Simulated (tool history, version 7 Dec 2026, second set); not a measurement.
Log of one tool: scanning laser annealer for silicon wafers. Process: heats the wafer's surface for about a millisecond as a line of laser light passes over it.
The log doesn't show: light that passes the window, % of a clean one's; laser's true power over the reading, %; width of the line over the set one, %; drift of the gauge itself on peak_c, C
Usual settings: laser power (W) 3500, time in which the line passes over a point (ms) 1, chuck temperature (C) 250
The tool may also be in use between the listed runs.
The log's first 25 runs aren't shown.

run    hour  laser power (W)  time in which the line passes over a point (ms)  chuck temperature (C)  hours of work since the window was cleaned  hours of work since the power meter was calibrated  hours of work since the optics were aligned  highest temperature of the surface (C)
 26  1054.8             3108                                             1.17                    250                                         294                                                 704                                          806                                     900
 27  1091.1             3500                                             0.95                    287                                         311                                                 721                                          823                                     953
     1099.2  -- laser's power meter calibrated
     1128.1  -- window over the wafer cleaned
 28    1136             3635                                             0.95                    245                                           4                                                  17                                          842                                     966
 29    1166             3166                                             0.85                    266                                          18                                                  31                                          857                                     865
 30  1194.7             3001                                              0.7                    250                                          32                                                  44                                          870                                     774
 31    1248             3001                                                1                    240                                          57                                                  70                                          895                                     847
     1267.9  -- laser's power meter calibrated, once more
 32  1288.8             3237                                             1.05                    273                                          75                                                  10                                          913                                     934
 33  1323.6             3124                                             1.01                    285                                          91                                                  26                                          930                                     913
 34  1371.9             3500                                                1                    247                                         114                                                  49                                          953                                     940
 35  1410.8             3241                                             0.78                    269                                         132                                                  68                                          971                                     847
 36  1453.2             3241                                             0.78                    269                                         153                                                  88                                          991                                     846
 37    1490             3201                                             0.79                    259                                         170                                                 105                                         1009                                     831
 38    1523             3201                                             0.79                    259                                         186                                                 121                                         1024                                     828
 39  1558.6             3837                                             0.88                    250                                         203                                                 138                                         1041                                     955
 40  1602.1             3837                                             0.74                    220                                         223                                                 158                                         1062                                     875

4 ways to go on from here, each from the tool as it stands after run 40. What would each give?
  A  1635.9             3018                                             0.74                    276                                         239                                                 174                                         1078                                       ?
  B  1635.9             3526                                             0.74                    265                                         239                                                 174                                         1078                                       ?
  C  1635.9             3553                                             1.11                    228                                         239                                                 174                                         1078                                       ?
  D  1635.9             3023                                             0.98                    220                                         239                                                 174                                         1078                                       ?

run  highest temperature of the surface (C)
  A                                     795
  B                                     868
  C                                     949
  D                                     806
Without the tool's hidden state the same runs would have given:
run  highest temperature of the surface (C)
  A                                     820
  B                                     897
  C                                     983
  D                                     834
